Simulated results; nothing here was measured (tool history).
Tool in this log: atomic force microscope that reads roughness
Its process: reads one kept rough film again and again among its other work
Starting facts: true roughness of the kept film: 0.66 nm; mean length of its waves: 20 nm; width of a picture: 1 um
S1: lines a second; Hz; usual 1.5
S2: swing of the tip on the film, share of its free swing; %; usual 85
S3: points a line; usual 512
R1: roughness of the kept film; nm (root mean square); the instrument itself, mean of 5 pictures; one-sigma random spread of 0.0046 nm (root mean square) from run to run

run 1 hour=0 | S1=1.5 S2=85 S3=512 | R1=0.571
run 2 hour=18.9 | S1=1.5 S2=85 S3=512 | R1=0.537
run 3 hour=32.5 | S1=1.5 S2=85 S3=512 | R1=0.527
run 4 hour=44 | S1=1.5 S2=62 S3=512 | R1=0.544
-- hour=53.2 new tip fitted
run 5 hour=58 | S1=1.5 S2=85 S3=308 | R1=0.569
run 6 hour=71.1 | S1=1.5 S2=85 S3=308 | R1=0.549
run 7 hour=92.9 | S1=1.5 S2=85 S3=512 | R1=0.53
run 8 hour=106.5 | S1=0.8 S2=85 S3=512 | R1=0.53
run 9 hour=118.8 | S1=1.5 S2=85 S3=517 | R1=0.508
-- hour=122.2 new tip fitted
run 10 hour=134 | S1=1.5 S2=85 S3=341 | R1=0.571
run 11 hour=151.7 | S1=1.5 S2=85 S3=341 | R1=0.54
run 12 hour=176 | S1=1.5 S2=85 S3=512 | R1=0.516
-- hour=190.9 new tip fitted
run 13 hour=193.7 | S1=1.61 S2=70 S3=419 | R1=0.585
run 14 hour=208.6 | S1=1.61 S2=70 S3=419 | R1=0.575
run 15 hour=225.2 | S1=1.61 S2=70 S3=419 | R1=0.559
run 16 hour=243.3 | S1=1.99 S2=62 S3=612 | R1=0.537
-- hour=261.1 new tip fitted
run 17 hour=263.2 | S1=1.99 S2=62 S3=639 | R1=0.601
run 18 hour=286.7 | S1=1.06 S2=80 S3=795 | R1=0.567
run 19 hour=300.3 | S1=0.66 S2=56 S3=860 | R1=0.575
run 20 hour=316.6 | S1=1.11 S2=70 S3=362 | R1=0.535
-- hour=329.6 new tip fitted
run 21 hour=341.6 | S1=1.5 S2=59 S3=413 | R1=0.591
run 22 hour=352.3 | S1=1.5 S2=59 S3=413 | R1=0.58

Forecast run 23:
run 23 hour=365.1 | S1=3.67 S2=62 S3=779 | R1=?

Run 23 gave R1 0.55 nm (root mean square).
Were there no unlogged condition in the tool, this run, its random variation unchanged, would have produced R1 0.598 nm (root mean square).

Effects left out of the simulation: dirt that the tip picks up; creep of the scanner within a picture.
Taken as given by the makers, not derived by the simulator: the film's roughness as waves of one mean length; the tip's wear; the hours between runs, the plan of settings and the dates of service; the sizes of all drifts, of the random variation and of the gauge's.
